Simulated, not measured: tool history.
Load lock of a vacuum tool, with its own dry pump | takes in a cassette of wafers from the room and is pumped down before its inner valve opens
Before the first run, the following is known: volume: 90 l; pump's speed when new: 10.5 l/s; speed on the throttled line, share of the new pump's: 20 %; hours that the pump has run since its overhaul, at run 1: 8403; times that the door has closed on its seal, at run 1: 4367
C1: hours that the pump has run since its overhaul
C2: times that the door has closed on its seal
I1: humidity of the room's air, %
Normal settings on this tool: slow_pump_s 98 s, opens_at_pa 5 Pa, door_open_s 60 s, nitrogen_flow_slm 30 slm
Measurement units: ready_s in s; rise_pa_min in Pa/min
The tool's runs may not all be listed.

Run 1, hour 0: usual settings; C1 8403; C2 4367; I1 46.5. Result: ready_s 171.2 s, rise_pa_min 0.023 Pa/min.
Run 2, hour 86.6: usual settings; C1 8490; C2 4599; I1 45.5. Result: ready_s 169.8 s, rise_pa_min 0.02 Pa/min.
Run 3, hour 145.7: usual settings; C1 8549; C2 4758; I1 44.9. Result: ready_s 170.9 s, rise_pa_min 0.025 Pa/min.
Run 4, hour 209.2: usual settings but slow_pump_s 52 s; C1 8612; C2 4929; I1 47.3. Result: ready_s 133.9 s, rise_pa_min 0.022 Pa/min.
Run 5, hour 254.4: usual settings but door_open_s 49 s; C1 8658; C2 5050; I1 43.6. Result: ready_s 170.8 s, rise_pa_min 0.024 Pa/min.
Run 6, hour 334.5: usual settings; C1 8738; C2 5266; I1 42.4. Result: ready_s 171 s, rise_pa_min 0.018 Pa/min.
Run 7, hour 375: usual settings but nitrogen_flow_slm 5 slm; C1 8778; C2 5374; I1 47.2. Result: ready_s 171.5 s, rise_pa_min 0.049 Pa/min.
Run 8, hour 439.8: usual settings but nitrogen_flow_slm 21 slm; C1 8843; C2 5549; I1 42.3. Result: ready_s 171.1 s, rise_pa_min 0.023 Pa/min.
Run 9, hour 525.8: usual settings but nitrogen_flow_slm 12 slm; C1 8929; C2 5780; I1 43.8. Result: ready_s 169.4 s, rise_pa_min 0.035 Pa/min.
Run 10, hour 584.5: usual settings but nitrogen_flow_slm 12 slm; C1 8988; C2 5938; I1 49. Result: ready_s 172 s, rise_pa_min 0.039 Pa/min.
Run 11, hour 660.4: usual settings; C1 9064; C2 6142; I1 47.1. Result: ready_s 170.6 s, rise_pa_min 0.023 Pa/min.
Run 12, hour 722.3: usual settings but slow_pump_s 180 s, nitrogen_flow_slm 9 slm; C1 9126; C2 6308; I1 43. Result: ready_s 233.9 s, rise_pa_min 0.041 Pa/min.
Run 13, hour 799.3: usual settings but slow_pump_s 180 s, nitrogen_flow_slm 9 slm; C1 9203; C2 6515; I1 43.5. Result: ready_s 233.1 s, rise_pa_min 0.038 Pa/min.
Run 14, hour 881.2: usual settings but slow_pump_s 180 s, nitrogen_flow_slm 9 slm; C1 9284; C2 6735; I1 44.1. Result: ready_s 234.4 s, rise_pa_min 0.039 Pa/min.
Run 15, hour 957.7: usual settings but slow_pump_s 132 s, opens_at_pa 6 Pa, door_open_s 143 s, nitrogen_flow_slm 18 slm; C1 9361; C2 6941; I1 46.6. Result: ready_s 194.7 s, rise_pa_min 0.036 Pa/min.
Run 16, hour 1018.3: usual settings but door_open_s 62 s, nitrogen_flow_slm 18 slm; C1 9422; C2 7104; I1 42.2. Result: ready_s 170.5 s, rise_pa_min 0.033 Pa/min.
Run 17, hour 1093.3: usual settings but slow_pump_s 123 s, opens_at_pa 10 Pa, door_open_s 47 s, nitrogen_flow_slm 7 slm; C1 9497; C2 7305; I1 44.2. Result: ready_s 181.9 s, rise_pa_min 0.038 Pa/min.
Run 18, hour 1155.5: usual settings but slow_pump_s 123 s, opens_at_pa 10 Pa, door_open_s 47 s, nitrogen_flow_slm 7 slm; C1 9559; C2 7472; I1 45.1. Result: ready_s 183 s, rise_pa_min 0.044 Pa/min.
Run 19, hour 1213.3: usual settings but door_open_s 174 s; C1 9617; C2 7628; I1 46.1. Result: ready_s 171.9 s, rise_pa_min 0.031 Pa/min.
Run 20, hour 1267.6: usual settings but door_open_s 174 s; C1 9671; C2 7774; I1 42.7. Result: ready_s 172.5 s, rise_pa_min 0.037 Pa/min.
Run 21, hour 1347.8: usual settings but door_open_s 174 s; C1 9751; C2 7989; I1 45.1. Result: ready_s 171.8 s, rise_pa_min 0.039 Pa/min.
Run 22, hour 1415.5: usual settings but slow_pump_s 180 s, opens_at_pa 4 Pa, door_open_s 130 s; C1 9819; C2 8171; I1 45. Result: ready_s 238.8 s, rise_pa_min 0.033 Pa/min.

Below are 5 alternative next runs, each starting from the tool's condition after run 22. Predict each:
Run A, hour 1482.9: usual settings but slow_pump_s 50 s, door_open_s 237 s, nitrogen_flow_slm 8 slm; C1 9886; C2 8352; I1 44.1. Result: ready_s ?, rise_pa_min ?.
Run B, hour 1482.9: usual settings but slow_pump_s 105 s, opens_at_pa 4 Pa, door_open_s 84 s; C1 9886; C2 8352; I1 47.1. Result: ready_s ?, rise_pa_min ?.
Run C, hour 1482.9: usual settings but slow_pump_s 180 s, opens_at_pa 7 Pa, door_open_s 130 s; C1 9886; C2 8352; I1 47.5. Result: ready_s ?, rise_pa_min ?.
Run D, hour 1482.9: usual settings but nitrogen_flow_slm 11 slm; C1 9886; C2 8352; I1 43.8. Result: ready_s ?, rise_pa_min ?.
Run E, hour 1482.9: usual settings but slow_pump_s 106 s, opens_at_pa 4 Pa, door_open_s 130 s; C1 9886; C2 8352; I1 45.3. Result: ready_s ?, rise_pa_min ?.

run  ready_s  rise_pa_min
  A    135.2        0.067
  B    179.5        0.031
  C    229.4        0.034
  D    170.8        0.038
  E    180.7        0.034
Without the tool's unlogged condition, the same runs would have read:
run  ready_s  rise_pa_min
  A    126.9        0.054
  B    172.2        0.018
  C    224.4         0.02
  D    163.6        0.024
  E    173.5         0.02
